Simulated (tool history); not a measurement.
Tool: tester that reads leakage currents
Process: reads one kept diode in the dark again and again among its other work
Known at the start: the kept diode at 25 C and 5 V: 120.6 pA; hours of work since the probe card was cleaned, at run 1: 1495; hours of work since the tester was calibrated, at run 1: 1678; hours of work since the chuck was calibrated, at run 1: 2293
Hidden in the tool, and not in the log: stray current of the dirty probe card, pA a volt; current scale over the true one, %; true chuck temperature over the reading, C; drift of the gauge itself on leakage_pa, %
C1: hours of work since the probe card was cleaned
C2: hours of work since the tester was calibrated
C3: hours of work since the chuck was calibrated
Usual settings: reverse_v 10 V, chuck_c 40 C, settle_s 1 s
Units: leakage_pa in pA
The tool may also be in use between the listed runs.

run 1 day=0 | reverse_v=10 chuck_c=40 settle_s=1 | C1=1495 C2=1678 C3=2293 | leakage_pa=589.82
run 2 day=1.908 | reverse_v=10 chuck_c=40 settle_s=1 | C1=1528 C2=1711 C3=2326 | leakage_pa=586.34
run 3 day=4.271 | reverse_v=10 chuck_c=40 settle_s=4.25 | C1=1569 C2=1751 C3=2366 | leakage_pa=589.02
run 4 day=7.212 | reverse_v=10 chuck_c=40 settle_s=1 | C1=1619 C2=1802 C3=2417 | leakage_pa=588.78
run 5 day=9.667 | reverse_v=10 chuck_c=35 settle_s=1 | C1=1661 C2=1844 C3=2459 | leakage_pa=389.32
run 6 day=11.512 | reverse_v=10 chuck_c=40 settle_s=0.71 | C1=1693 C2=1875 C3=2490 | leakage_pa=590.01
-- day=11.754 chuck's temperature calibrated
run 7 day=14.2 | reverse_v=10 chuck_c=40 settle_s=0.71 | C1=1737 C2=1920 C3=42 | leakage_pa=588.26
run 8 day=15.729 | reverse_v=10 chuck_c=40 settle_s=1 | C1=1764 C2=1946 C3=68 | leakage_pa=591.81
run 9 day=17.596 | reverse_v=10 chuck_c=40 settle_s=1 | C1=1796 C2=1978 C3=100 | leakage_pa=589.52
run 10 day=19.1 | reverse_v=10 chuck_c=40 settle_s=1 | C1=1821 C2=2004 C3=126 | leakage_pa=588.96
run 11 day=21.504 | reverse_v=10 chuck_c=40 settle_s=1 | C1=1863 C2=2045 C3=167 | leakage_pa=589.87
run 12 day=24.067 | reverse_v=17.9 chuck_c=40 settle_s=1 | C1=1907 C2=2089 C3=211 | leakage_pa=753.7
run 13 day=25.471 | reverse_v=17.9 chuck_c=40 settle_s=1 | C1=1931 C2=2113 C3=235 | leakage_pa=753.14
run 14 day=26.983 | reverse_v=10 chuck_c=41 settle_s=1 | C1=1956 C2=2139 C3=261 | leakage_pa=636.31
run 15 day=28.775 | reverse_v=10 chuck_c=41 settle_s=1 | C1=1987 C2=2170 C3=292 | leakage_pa=639.81
run 16 day=30.108 | reverse_v=2.1 chuck_c=39 settle_s=7.15 | C1=2010 C2=2192 C3=315 | leakage_pa=278.58
run 17 day=32.2 | reverse_v=2.9 chuck_c=22 settle_s=0.4 | C1=2046 C2=2228 C3=350 | leakage_pa=73.46
run 18 day=34.204 | reverse_v=2.9 chuck_c=33 settle_s=6.04 | C1=2080 C2=2263 C3=385 | leakage_pa=194.14
run 19 day=36.992 | reverse_v=11.8 chuck_c=23 settle_s=0.77 | C1=2128 C2=2310 C3=433 | leakage_pa=145.95
run 20 day=39.225 | reverse_v=11.8 chuck_c=31 settle_s=1.34 | C1=2166 C2=2349 C3=471 | leakage_pa=294.76
run 21 day=41.588 | reverse_v=1.2 chuck_c=21 settle_s=1 | C1=2207 C2=2389 C3=511 | leakage_pa=45.91
run 22 day=44.067 | reverse_v=1.2 chuck_c=21 settle_s=1 | C1=2249 C2=2432 C3=554 | leakage_pa=45.73
run 23 day=45.671 | reverse_v=18.6 chuck_c=43 settle_s=2.38 | C1=2277 C2=2459 C3=581 | leakage_pa=974.64
run 24 day=47.412 | reverse_v=18.6 chuck_c=43 settle_s=2.38 | C1=2307 C2=2489 C3=611 | leakage_pa=974.23

The next listed run, before its measurement:
run 25 day=49.117 | reverse_v=10.4 chuck_c=40 settle_s=0.53 | C1=2336 C2=2518 C3=640 | leakage_pa=?

{"run 25": {"leakage_pa": 598.17}}
Without the tool's hidden state the same run would have given leakage_pa 598.01 pA.
